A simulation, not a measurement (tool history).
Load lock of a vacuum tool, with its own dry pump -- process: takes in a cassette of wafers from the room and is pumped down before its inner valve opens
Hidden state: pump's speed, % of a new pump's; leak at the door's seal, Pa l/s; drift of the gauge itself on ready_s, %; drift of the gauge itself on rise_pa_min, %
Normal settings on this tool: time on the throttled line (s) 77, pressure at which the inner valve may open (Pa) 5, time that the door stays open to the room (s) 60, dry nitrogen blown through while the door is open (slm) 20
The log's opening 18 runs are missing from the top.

run	day	time on the throttled line (s)	pressure at which the inner valve may open (Pa)	time that the door stays open to the room (s)	dry nitrogen blown through while the door is open (slm)	hours that the pump has run since its overhaul	times that the door has closed on its seal	incoming humidity of the room's air, %	time from the closed door until the inner valve may open (s)	rise of the pressure with all valves shut (Pa/min)
19	260.042	77	5	60	20	697	19145	47.5	143.1	0.221
20	277.096	77	5	171	20	1106	19583	44.3	141.3	0.236
21	289.358	40	6	60	6	1401	19897	42.2	114.1	0.245
22	308.879	50	10	31	18	1869	20397	43.0	116.4	0.240
23	329.483	109	4	180	8	2364	20926	46.7	169.7	0.273
24	341.600	77	4	60	45	2654	21236	40.2	145.5	0.251
25	353.421	88	5	25	5	2938	21539	45.1	151.7	0.269
26	363.921	101	8	30	13	3190	21808	41.8	157.8	0.262
27	375.071	121	6	47	43	3458	22094	40.6	174.9	0.268
28	385.033	97	5	72	20	3697	22349	46.9	159.1	0.278
29	398.721	77	7	60	20	4025	22700	46.7	142.8	0.289
30	415.246	77	7	60	20	4422	23124	43.7	141.2	0.294
31	429.388	62	7	60	17	4761	23486	45.9	132.0	0.303
32	446.288	53	5	60	5	5167	23920	45.5	128.9	0.314
33	466.904	53	5	60	5	5662	24448	49.2	129.1	0.331
34	476.229	129	6	181	20	5885	24687	46.1	182.6	0.345
35	497.112	129	6	181	20	6387	25223	39.4	182.9	0.347
36	511.483	129	6	181	20	6732	25591	43.3	181.7	0.354
37	527.129	129	6	181	20	7107	25992	44.2	182.5	0.371
38	548.079	129	6	140	20	7610	26529	44.3	185.9	0.373

Below are 3 alternative next runs, each starting from the tool's condition after run 38. Predict each:
A	556.979	129	5	140	20	7823	26757	47.3	?	?
B	556.979	77	6	89	14	7823	26757	48.3	?	?
C	556.979	67	6	140	20	7823	26757	45.4	?	?

run	time from the closed door until the inner valve may open (s)	rise of the pressure with all valves shut (Pa/min)
A	185.2	0.383
B	147.0	0.381
C	136.4	0.370
The same runs, with their run-to-run variation unchanged, on a tool lacking any hidden condition would have given:
run	time from the closed door until the inner valve may open (s)	rise of the pressure with all valves shut (Pa/min)
A	179.6	0.030
B	140.3	0.025
C	129.5	0.025
